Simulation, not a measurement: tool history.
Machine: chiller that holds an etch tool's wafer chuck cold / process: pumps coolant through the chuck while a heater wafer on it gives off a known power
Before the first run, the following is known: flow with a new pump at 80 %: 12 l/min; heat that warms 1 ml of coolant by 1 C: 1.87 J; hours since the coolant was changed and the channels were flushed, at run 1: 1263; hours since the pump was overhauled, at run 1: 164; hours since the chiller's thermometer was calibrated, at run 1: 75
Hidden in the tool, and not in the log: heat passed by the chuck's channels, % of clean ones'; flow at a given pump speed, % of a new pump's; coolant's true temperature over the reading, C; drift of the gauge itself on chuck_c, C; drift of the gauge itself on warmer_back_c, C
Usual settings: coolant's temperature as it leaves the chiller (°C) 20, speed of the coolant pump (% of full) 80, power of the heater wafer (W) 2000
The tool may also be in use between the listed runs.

run     day  coolant's temperature as it leaves the chiller (°C)  speed of the coolant pump (% of full)  power of the heater wafer (W)  hours since the coolant was changed and the channels were flushed  hours since the pump was overhauled  hours since the chiller's thermometer was calibrated  chuck's temperature once it has settled (°C)  how much warmer the coolant comes back (C)
  1       0                                                   20                                     80                           2000                                                               1263                                  164                                                    75                                          45.6                                        5.41
  2   1.079                                                   20                                     80                           2000                                                               1289                                  190                                                   101                                          45.7                                        5.34
  3     2.4                                                   20                                     80                           2000                                                               1320                                  221                                                   132                                          45.8                                        5.39
  4   3.458                                                   20                                     80                           2000                                                               1346                                  247                                                   158                                          45.8                                        5.35
  5   4.312                                                   20                                     80                           2000                                                               1366                                  267                                                   178                                          45.6                                        5.38
  6   5.062                                                   20                                     80                           2000                                                               1384                                  285                                                   196                                          45.7                                        5.37
  7   6.225                                                   20                                     80                           2000                                                               1412                                  313                                                   224                                          45.7                                        5.39
  8   7.429                                                   20                                     80                           2000                                                               1441                                  342                                                   253                                          45.9                                         5.3
  9   8.521                                                   10                                     80                           1060                                                               1467                                  368                                                   279                                          23.6                                        2.82
 10   9.458                                                   10                                     80                           1060                                                               1490                                  391                                                   302                                          23.7                                        2.84
 11  10.062                                                   23                                     79                           1060                                                               1504                                  405                                                   316                                          36.8                                        2.86
 12  10.746                                                   23                                     79                           1060                                                               1521                                  421                                                   333                                          36.7                                        2.89
 13  11.442                                                   23                                     79                           1060                                                               1537                                  438                                                   349                                            37                                        2.81
 14  12.762                                                   12                                     79                           1864                                                               1569                                  470                                                   381                                          36.5                                        5.08
 15  13.321                                                   22                                     90                           1156                                                               1583                                  483                                                   395                                          35.7                                        2.71
 16  14.525                                                   22                                    100                           2000                                                               1611                                  512                                                   423                                          43.7                                        4.21

Hidden state or all else? Some run-to-run changes of chuck's temperature once it has settled (°C), split into what the settings, what came in and random variation would give without the hidden state, and what is left for the hidden state (with any gauge scatter that isn't in both results):
Run 8 -> 9: coolant's temperature as it leaves the chiller (°C) 20 -> 10, power of the heater wafer (W) 2000 -> 1060. chuck's temperature once it has settled (°C) -22.3: hidden state -0.5, all else -21.8.
